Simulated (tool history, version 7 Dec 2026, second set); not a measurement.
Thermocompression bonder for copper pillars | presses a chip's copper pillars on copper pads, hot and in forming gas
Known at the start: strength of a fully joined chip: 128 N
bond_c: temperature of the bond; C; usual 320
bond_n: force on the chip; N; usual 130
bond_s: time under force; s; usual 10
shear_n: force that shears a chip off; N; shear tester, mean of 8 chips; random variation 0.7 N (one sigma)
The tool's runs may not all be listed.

run	hour	bond_c	bond_n	bond_s	shear_n
1	0.0	320	130	10	48.5
2	20.9	320	130	10	50.7
3	33.7	320	130	10	47.4
4	47.6	320	130	10	49.1
5	72.3	320	130	10	49.7
6	94.1	320	99	10	42.2
7	107.6	320	99	10	41.8
8	121.1	320	99	10	41.7
9	131.4	320	122	10	46.0
10	150.0	320	122	10	46.6
11	162.0	320	122	10	47.0
12	186.6	320	122	10	47.5
13	201.5	320	122	10	47.0
14	219.9	320	130	15	56.5
15	239.7	320	130	15	57.0
16	255.2	335	130	15	66.1
17	274.3	335	130	15	68.2
18	290.9	335	130	15	67.7
19	311.4	317	130	15	54.0
# hour 314.2: force cell calibrated
20	324.3	317	124	7	38.7
# hour 335.5: forming gas filter changed
21	339.7	343	130	8	62.3
22	360.4	300	88	7	25.1
23	371.1	320	140	10	52.3
# hour 374.7: force cell calibrated, once more
24	384.6	329	124	10	54.0
25	404.0	329	109	24	68.4
26	420.0	329	109	24	69.5
27	440.0	329	109	24	68.7
28	453.5	329	109	24	69.4
29	471.1	329	109	24	70.3
30	486.5	320	142	10	52.4
31	504.3	320	142	10	52.1
32	523.1	314	90	29	55.1
33	541.2	314	90	29	55.7
34	554.1	314	90	29	55.1
35	576.1	328	85	17	54.5
36	586.8	320	166	11	58.6
37	600.1	320	166	5	43.6
38	614.9	320	156	5	41.5

3 ways to go on from here, each from the tool as it stands after run 38. What would each give?
A	625.4	329	115	10	?
B	625.4	346	157	26	?
C	625.4	296	156	15	?

run	shear_n
A	50.7
B	97.1
C	44.5
Without the tool's hidden state the same runs would have given:
run	shear_n
A	50.0
B	97.6
C	43.6

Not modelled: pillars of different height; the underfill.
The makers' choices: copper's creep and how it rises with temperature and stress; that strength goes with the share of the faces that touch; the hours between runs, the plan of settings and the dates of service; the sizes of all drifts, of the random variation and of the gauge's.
